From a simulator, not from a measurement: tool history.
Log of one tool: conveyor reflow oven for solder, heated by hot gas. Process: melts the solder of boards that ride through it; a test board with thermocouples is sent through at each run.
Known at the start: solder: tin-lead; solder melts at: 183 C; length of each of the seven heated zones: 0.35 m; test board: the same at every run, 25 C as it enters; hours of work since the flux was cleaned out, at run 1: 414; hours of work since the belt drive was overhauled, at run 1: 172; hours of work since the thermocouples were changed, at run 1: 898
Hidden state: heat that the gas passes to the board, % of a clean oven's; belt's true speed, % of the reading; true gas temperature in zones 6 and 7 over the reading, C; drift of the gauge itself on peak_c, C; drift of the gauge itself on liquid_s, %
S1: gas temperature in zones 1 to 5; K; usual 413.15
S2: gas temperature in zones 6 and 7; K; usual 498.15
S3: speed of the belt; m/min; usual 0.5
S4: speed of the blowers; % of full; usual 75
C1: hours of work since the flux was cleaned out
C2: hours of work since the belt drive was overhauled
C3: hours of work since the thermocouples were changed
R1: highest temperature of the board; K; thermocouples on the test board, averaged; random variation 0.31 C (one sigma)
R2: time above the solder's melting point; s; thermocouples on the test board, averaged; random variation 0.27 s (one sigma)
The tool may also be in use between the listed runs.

run	hour	S1	S2	S3	S4	C1	C2	C3	R1	R2
1	0	413.15	498.15	0.5	75	414	172	898	481.35	55
2	7.7	413.15	501.15	0.5	75	419	177	903	483.95	58.1
3	16.8	413.15	487.15	0.5	75	425	183	910	471.95	42.9
4	26.6	413.15	487.15	0.5	75	432	190	916	471.75	42.8
5	36.3	413.15	487.15	0.5	75	438	196	923	472.15	42.9
6	47.9	401.15	498.15	0.5	75	446	204	930	479.15	48.3
7	57.8	426.15	498.15	0.5	75	453	210	937	483.55	64.4
8	65.5	413.15	498.15	0.4	75	458	216	942	487.35	78.7
9	74.6	405.15	498.15	0.5	75	464	222	948	479.85	50
10	80.5	405.15	498.15	0.5	55	468	226	952	476.65	45
11	90.7	405.15	498.15	0.5	55	475	232	959	475.95	44.6
12	100.2	413.15	491.15	0.5	59	481	239	965	473.25	43.3
13	106.8	413.15	491.15	0.5	59	485	243	970	472.85	42.9
14	120.1	413.15	491.15	0.5	59	494	252	978	473.45	43.1
# hour 128.3: flux residue cleaned out of gas plates and filters
15	131.6	404.15	493.15	0.5	70	2	256	983	476.85	46.6
16	137.1	413.15	501.15	0.452	58	6	260	986	486.45	67.3
17	147.6	413.15	503.15	0.546	58	13	267	993	482.55	50.4
# hour 155.7: thermocouples of zones 6 and 7 changed
18	158.2	413.15	503.15	0.546	58	19	273	2	483.75	52.1
19	169.8	413.15	503.15	0.546	58	26	281	9	484.05	52.2

Forecast each of these 5 alternatives for the next run:
A	178.4	400.15	498.15	0.5	75	32	286	15	?	?
B	178.4	413.15	500.15	0.546	58	32	286	15	?	?
C	178.4	423.15	502.15	0.496	58	32	286	15	?	?
D	178.4	399.15	508.15	0.435	75	32	286	15	?	?
E	178.4	413.15	497.15	0.5	75	32	286	15	?	?

run	R1	R2
A	483.25	53.2
B	481.35	49.3
C	488.25	67
D	495.45	74.4
E	483.85	59.6
Without the tool's hidden state the same runs would have given:
run	R1	R2
A	482.95	52.5
B	480.95	48.5
C	487.85	66.2
D	495.15	73.6
E	483.55	58.8

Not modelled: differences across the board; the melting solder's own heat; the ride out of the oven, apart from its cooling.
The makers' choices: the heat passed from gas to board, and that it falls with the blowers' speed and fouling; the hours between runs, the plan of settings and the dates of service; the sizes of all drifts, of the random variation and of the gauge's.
